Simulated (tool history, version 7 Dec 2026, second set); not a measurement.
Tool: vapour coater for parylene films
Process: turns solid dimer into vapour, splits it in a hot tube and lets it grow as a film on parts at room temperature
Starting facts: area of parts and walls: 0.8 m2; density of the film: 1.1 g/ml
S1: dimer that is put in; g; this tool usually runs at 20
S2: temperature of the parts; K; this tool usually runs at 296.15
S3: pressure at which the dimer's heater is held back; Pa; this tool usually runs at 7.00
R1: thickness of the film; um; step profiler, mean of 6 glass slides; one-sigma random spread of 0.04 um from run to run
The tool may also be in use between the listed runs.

run	hour	S1	S2	S3	R1
1	0.0	20	296.15	7.00	9.62
2	34.1	24	296.15	7.00	11.49
3	54.9	24	296.15	7.00	11.61
4	92.5	24	296.15	7.00	11.58
5	116.5	24	296.15	7.00	11.72
6	139.2	20	296.15	7.00	9.77
7	182.7	20	296.15	4.00	11.01
8	221.7	20	296.15	7.00	9.76
9	240.7	20	296.15	7.00	9.73
10	281.0	20	296.15	7.00	9.78
11	315.4	20	296.15	7.00	9.76
12	343.9	20	295.15	7.00	10.32
13	374.7	20	296.15	7.00	9.75
# hour 388.7: trap's valve overhauled
14	400.2	20	296.15	7.00	9.88
15	441.1	20	296.15	7.59	9.76
16	461.4	20	296.15	7.59	9.62
# hour 483.6: gauge calibrated
17	501.7	20	296.15	10.30	8.90
18	545.2	20	296.15	2.40	12.18
19	571.5	20	296.15	2.40	12.20
20	614.9	20	296.15	2.40	12.27
21	638.4	20	296.15	7.00	9.68
22	656.3	20	296.15	7.00	9.77
23	689.7	20	296.15	7.00	9.78
24	725.2	19	290.15	9.21	11.59
25	749.2	19	290.15	9.21	11.53
26	784.9	27	289.15	2.17	23.41
27	819.4	11	290.15	6.65	7.09
28	859.0	11	290.15	6.65	7.12
# hour 876.2: gauge calibrated
# hour 880.2: trap's valve overhauled
29	887.2	12	302.15	9.47	4.17
30	905.4	12	302.15	9.47	4.15
31	941.1	12	302.15	9.47	4.14
32	962.6	32	302.15	11.42	10.62
33	1000.6	17	296.15	8.02	7.99
34	1034.4	17	296.15	8.02	8.06
35	1054.1	17	296.15	8.02	8.04
36	1084.7	11	296.15	8.02	5.20
37	1112.3	11	296.15	8.02	5.21
38	1140.2	18	300.15	9.99	6.82
39	1162.1	23	296.15	7.00	11.31
40	1194.7	20	296.15	2.63	12.07
41	1231.3	10	306.15	6.54	3.15
42	1257.2	18	293.15	4.23	11.27
43	1291.4	18	293.15	4.23	11.33
44	1320.6	16	288.15	6.36	11.66
45	1356.0	20	296.15	3.50	11.48
# hour 1372.6: trap's valve overhauled
46	1401.5	12	296.15	11.75	5.29

A few steps of R1 between consecutive runs. Split each: what settings, incoming material and random variation would produce without the hidden state, and what is left over for the hidden state, along with gauge scatter present in only one of the two compared results (measured, and without hidden state):
Hidden state at play: vapour lost through the trap's worn valve, %; true temperature of the parts over the reading, C; drift of the gauge itself on film_um, %.
Run 16 -> 17: S3 7.59 -> 10.30, gauge calibrated. R1 -0.72 um: hidden state -0.19, all else -0.53.
Run 25 -> 26: S1 19 -> 27, S2 290.15 -> 289.15, S3 9.21 -> 2.17. R1 +11.88 um: hidden state +0.16, all else +11.72.
Run 26 -> 27: S1 27 -> 11, S2 289.15 -> 290.15, S3 2.17 -> 6.65. R1 -16.32 um: hidden state -0.19, all else -16.13.
Run 40 -> 41: S1 20 -> 10, S2 296.15 -> 306.15, S3 2.63 -> 6.54. R1 -8.92 um: hidden state -0.11, all else -8.81.
